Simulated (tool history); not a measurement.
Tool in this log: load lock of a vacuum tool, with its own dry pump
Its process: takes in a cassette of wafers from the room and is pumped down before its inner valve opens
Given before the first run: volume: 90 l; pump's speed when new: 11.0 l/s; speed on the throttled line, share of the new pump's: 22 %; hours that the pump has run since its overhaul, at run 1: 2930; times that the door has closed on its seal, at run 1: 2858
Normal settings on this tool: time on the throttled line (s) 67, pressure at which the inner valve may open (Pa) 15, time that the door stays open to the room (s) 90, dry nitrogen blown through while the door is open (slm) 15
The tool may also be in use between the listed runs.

run	day	time on the throttled line (s)	pressure at which the inner valve may open (Pa)	time that the door stays open to the room (s)	dry nitrogen blown through while the door is open (slm)	hours that the pump has run since its overhaul	times that the door has closed on its seal	incoming humidity of the room's air, %	time from the closed door until the inner valve may open (s)	rise of the pressure with all valves shut (Pa/min)
1	0	67	15	90	15	2930	2858	44.3	126.1	0.08
2	11.396	41	15	90	15	3204	3236	48.3	107.6	0.086
3	17.021	41	15	90	15	3339	3422	47.2	107.1	0.081
4	24.758	41	15	90	15	3524	3679	46.5	106.6	0.09
5	34.938	41	15	90	15	3769	4017	47.6	107.6	0.097
6	44.617	67	15	90	4	4001	4338	43.8	127.3	0.103
7	53.279	67	15	90	15	4209	4626	43.1	127.3	0.09
8	61.242	67	15	90	15	4400	4890	42.4	126.7	0.096
9	69.888	67	19	90	15	4608	5177	44.3	124.8	0.098
10	78.138	67	19	90	15	4806	5450	47.5	126.2	0.1
11	84.171	61	15	90	16	4950	5651	46.5	124	0.102
12	94.571	41	20	90	15	5200	5996	41.4	106.6	0.096
13	104.546	39	20	109	15	5439	6327	43.8	103.9	0.116
14	117.783	39	20	109	15	5757	6766	45.2	105.2	0.119
15	129.996	39	20	55	15	6050	7171	44.1	106.6	0.101
16	140.588	39	20	61	29	6304	7523	38.5	105.9	0.088
17	150.104	39	20	61	29	6533	7839	45.6	104.7	0.1
18	161.85	39	20	61	29	6815	8228	42.5	105.4	0.099
19	172.808	39	12	72	29	7078	8592	47.9	110.5	0.112

Forecast each of these 3 alternatives for the next run:
A	178.342	107	17	90	23	7210	8776	45.4	?	?
B	178.342	42	16	149	15	7210	8776	43.5	?	?
C	178.342	67	15	90	32	7210	8776	42.5	?	?

run	time from the closed door until the inner valve may open (s)	rise of the pressure with all valves shut (Pa/min)
A	160.4	0.125
B	110.1	0.153
C	130.4	0.119
Had the tool no hidden state, the same runs would have come out as:
run	time from the closed door until the inner valve may open (s)	rise of the pressure with all valves shut (Pa/min)
A	155.8	0.058
B	104.5	0.086
C	125	0.05
